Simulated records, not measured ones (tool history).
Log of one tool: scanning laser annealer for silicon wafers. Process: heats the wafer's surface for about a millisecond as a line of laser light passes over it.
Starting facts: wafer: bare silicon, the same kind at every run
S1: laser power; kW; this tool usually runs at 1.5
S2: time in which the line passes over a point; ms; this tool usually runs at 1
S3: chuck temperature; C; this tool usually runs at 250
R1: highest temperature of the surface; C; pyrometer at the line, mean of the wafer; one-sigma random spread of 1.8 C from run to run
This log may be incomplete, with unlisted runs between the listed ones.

Run 1, hour 0: usual settings. Result: R1 1058 C.
Run 2, hour 11.7: usual settings. Result: R1 1056 C.
Run 3, hour 20.5: usual settings. Result: R1 1057 C.
Run 4, hour 32.2: usual settings but S3 252 C. Result: R1 1057 C.
Run 5, hour 39.4: usual settings but S3 252 C. Result: R1 1060 C.
Run 6, hour 45.6: usual settings but S3 252 C. Result: R1 1054 C.
Run 7, hour 55.8: usual settings but S3 252 C. Result: R1 1060 C.
Run 8, hour 66.6: usual settings but S2 0.97 ms, S3 252 C. Result: R1 1040 C.
Run 9, hour 71.9: usual settings but S2 0.74 ms, S3 252 C. Result: R1 930 C.
Run 10, hour 83.1: usual settings but S1 1.49 kW, S2 0.73 ms. Result: R1 921 C.
Run 11, hour 92: usual settings but S1 1.49 kW, S2 0.73 ms. Result: R1 925 C.
Run 12, hour 100.6: usual settings but S1 1.345 kW, S2 1.25 ms, S3 253 C. Result: R1 1083 C.
Run 13, hour 109.8: usual settings but S1 1.398 kW, S2 1.18 ms, S3 289 C. Result: R1 1121 C.
Run 14, hour 117.5: usual settings but S1 1.402 kW, S2 0.91 ms, S3 276 C. Result: R1 995 C.
Run 15, hour 127.2: usual settings but S1 1.484 kW, S2 1.2 ms, S3 232 C. Result: R1 1119 C.
Run 16, hour 134.2: usual settings but S2 1.19 ms. Result: R1 1137 C.
Run 17, hour 144: usual settings but S2 1.12 ms, S3 260 C. Result: R1 1121 C.
At hour 156.1: window over the wafer cleaned.
Run 18, hour 156.2: usual settings but S2 1.03 ms, S3 260 C. Result: R1 1078 C.

What if the next run were any one of these 3? Each begins from the tool's condition after run 18:
Run A, hour 166.9: usual settings but S1 1.447 kW, S2 1.03 ms, S3 238 C. Result: R1 ?.
Run B, hour 166.9: usual settings but S3 218 C. Result: R1 ?.
Run C, hour 166.9: usual settings but S1 1.533 kW, S2 1.03 ms, S3 222 C. Result: R1 ?.

run    R1
  A  1029
  B  1028
  C  1058
Without the tool's hidden state the same runs would have given:
run    R1
  A  1029
  B  1028
  C  1058
